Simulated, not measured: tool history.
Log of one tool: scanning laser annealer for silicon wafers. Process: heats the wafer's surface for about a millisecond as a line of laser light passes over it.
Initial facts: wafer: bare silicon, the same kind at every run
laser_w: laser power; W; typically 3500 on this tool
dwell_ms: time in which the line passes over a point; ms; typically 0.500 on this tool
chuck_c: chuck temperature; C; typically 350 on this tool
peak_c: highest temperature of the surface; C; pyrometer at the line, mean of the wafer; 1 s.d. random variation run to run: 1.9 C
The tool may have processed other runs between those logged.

run	day	laser_w	dwell_ms	chuck_c	peak_c
1	0.000	3500	0.500	350	1126
2	0.446	3500	0.500	350	1126
3	0.779	3500	0.500	350	1127
4	1.275	3250	0.500	350	1071
5	1.633	3250	0.500	350	1068
6	1.883	3500	0.500	350	1126
7	2.275	3500	0.500	350	1125
8	2.667	3500	0.500	350	1125
9	3.050	3500	0.500	350	1125
10	3.546	3500	0.500	350	1127
11	3.842	3500	0.413	365	1073
12	4.321	2977	0.474	331	976
13	4.738	3269	0.415	350	1013
14	5.271	3069	0.418	370	997
15	5.667	3069	0.418	370	998
16	6.021	3425	0.500	357	1114
17	6.488	3070	0.384	375	978
18	6.850	3070	0.574	364	1089
# day 7.175: optics aligned, line set to its width
19	7.454	3055	0.619	389	1140
20	7.883	3380	0.374	343	999

Branching from run 20: 3 alternative next runs. What would each branch give?
A	8.408	3630	0.462	348	?
B	8.408	3500	0.500	390	?
C	8.408	3500	0.500	375	?

run	peak_c
A	1121
B	1166
C	1149
With no hidden state in the tool, these same runs would have given:
run	peak_c
A	1122
B	1167
C	1150

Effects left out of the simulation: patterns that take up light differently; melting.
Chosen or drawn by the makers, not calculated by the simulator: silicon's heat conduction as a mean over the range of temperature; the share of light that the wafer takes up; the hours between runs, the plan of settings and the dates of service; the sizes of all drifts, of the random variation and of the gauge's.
